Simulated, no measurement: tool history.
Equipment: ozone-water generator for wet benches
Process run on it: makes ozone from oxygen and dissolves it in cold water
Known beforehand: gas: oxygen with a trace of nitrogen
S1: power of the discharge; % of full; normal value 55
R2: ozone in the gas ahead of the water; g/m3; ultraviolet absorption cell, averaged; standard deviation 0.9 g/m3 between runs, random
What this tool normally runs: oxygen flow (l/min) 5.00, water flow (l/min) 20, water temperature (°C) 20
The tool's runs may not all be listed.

Run 1, hour 0.0: usual settings. Result: dissolved ozone (ppm) 11.7, R2 147.7 g/m3.
Run 2, hour 16.2: usual settings. Result: dissolved ozone (ppm) 11.5, R2 148.0 g/m3.
Run 3, hour 52.1: usual settings. Result: dissolved ozone (ppm) 11.7, R2 148.3 g/m3.
Run 4, hour 73.1: usual settings but water temperature (°C) 22. Result: dissolved ozone (ppm) 11.3, R2 149.0 g/m3.
Run 5, hour 94.3: usual settings but water temperature (°C) 22. Result: dissolved ozone (ppm) 11.3, R2 148.2 g/m3.
Run 6, hour 118.8: usual settings but water temperature (°C) 22. Result: dissolved ozone (ppm) 11.3, R2 147.5 g/m3.
Run 7, hour 152.5: usual settings but water temperature (°C) 18. Result: dissolved ozone (ppm) 11.9, R2 145.8 g/m3.
Run 8, hour 183.3: usual settings but water temperature (°C) 18. Result: dissolved ozone (ppm) 11.7, R2 146.7 g/m3.
Run 9, hour 202.8: usual settings. Result: dissolved ozone (ppm) 11.5, R2 146.6 g/m3.
Run 10, hour 231.0: usual settings. Result: dissolved ozone (ppm) 11.5, R2 146.9 g/m3.
Run 11, hour 261.4: usual settings but oxygen flow (l/min) 7.23. Result: dissolved ozone (ppm) 11.6, R2 123.5 g/m3.
Run 12, hour 297.0: usual settings but oxygen flow (l/min) 7.23. Result: dissolved ozone (ppm) 11.5, R2 123.3 g/m3.
Run 13, hour 314.3: usual settings but oxygen flow (l/min) 7.23. Result: dissolved ozone (ppm) 11.9, R2 122.8 g/m3.
Run 14, hour 336.8: usual settings but oxygen flow (l/min) 7.23. Result: dissolved ozone (ppm) 11.5, R2 123.8 g/m3.
At hour 344.1: contactor cleaned.
Run 15, hour 380.9: usual settings but S1 44 % of full. Result: dissolved ozone (ppm) 9.4, R2 120.7 g/m3.
Run 16, hour 410.3: usual settings but water temperature (°C) 18. Result: dissolved ozone (ppm) 11.8, R2 144.8 g/m3.
Run 17, hour 438.6: usual settings but water temperature (°C) 18. Result: dissolved ozone (ppm) 11.6, R2 146.9 g/m3.
Run 18, hour 462.5: usual settings but water temperature (°C) 18. Result: dissolved ozone (ppm) 11.2, R2 145.2 g/m3.
Run 19, hour 489.2: usual settings but S1 68 % of full, water flow (l/min) 14, water temperature (°C) 25. Result: dissolved ozone (ppm) 16.5, R2 172.4 g/m3.
Run 20, hour 512.0: usual settings but S1 58 % of full, oxygen flow (l/min) 4.69, water flow (l/min) 19, water temperature (°C) 17. Result: dissolved ozone (ppm) 12.4, R2 154.4 g/m3.
Run 21, hour 533.1: usual settings but S1 70 % of full, oxygen flow (l/min) 4.90. Result: dissolved ozone (ppm) 13.3, R2 178.3 g/m3.
Run 22, hour 551.2: usual settings but water flow (l/min) 15. Result: dissolved ozone (ppm) 14.1, R2 144.9 g/m3.
At hour 581.4: contactor cleaned, once more.
Run 23, hour 595.3: usual settings but S1 95 % of full, oxygen flow (l/min) 2.57. Result: dissolved ozone (ppm) 16.7, R2 308.3 g/m3.
Run 24, hour 612.5: usual settings but water flow (l/min) 13. Result: dissolved ozone (ppm) 16.9, R2 144.6 g/m3.
Run 25, hour 648.9: usual settings but water flow (l/min) 13, water temperature (°C) 16. Result: dissolved ozone (ppm) 18.1, R2 143.9 g/m3.
Run 26, hour 688.1: usual settings but water flow (l/min) 13, water temperature (°C) 16. Result: dissolved ozone (ppm) 18.2, R2 143.3 g/m3.
Run 27, hour 709.7: usual settings but oxygen flow (l/min) 8.59, water flow (l/min) 19, water temperature (°C) 16. Result: dissolved ozone (ppm) 13.5, R2 112.3 g/m3.
Run 28, hour 747.3: usual settings but S1 66 % of full, water flow (l/min) 13, water temperature (°C) 13. Result: dissolved ozone (ppm) 21.9, R2 167.0 g/m3.

Run 29, settings as shown, results not yet in. Your forecast:
Run 29, hour 785.6: usual settings but S1 66 % of full, water flow (l/min) 13, water temperature (°C) 13. Result: dissolved ozone (ppm) ?, R2 ?.

Run 29 gave dissolved ozone (ppm) 22.0, R2 165.9 g/m3.
The same run, on a tool lacking any hidden state, would have yielded dissolved ozone (ppm) 23.4, R2 175.2 g/m3.
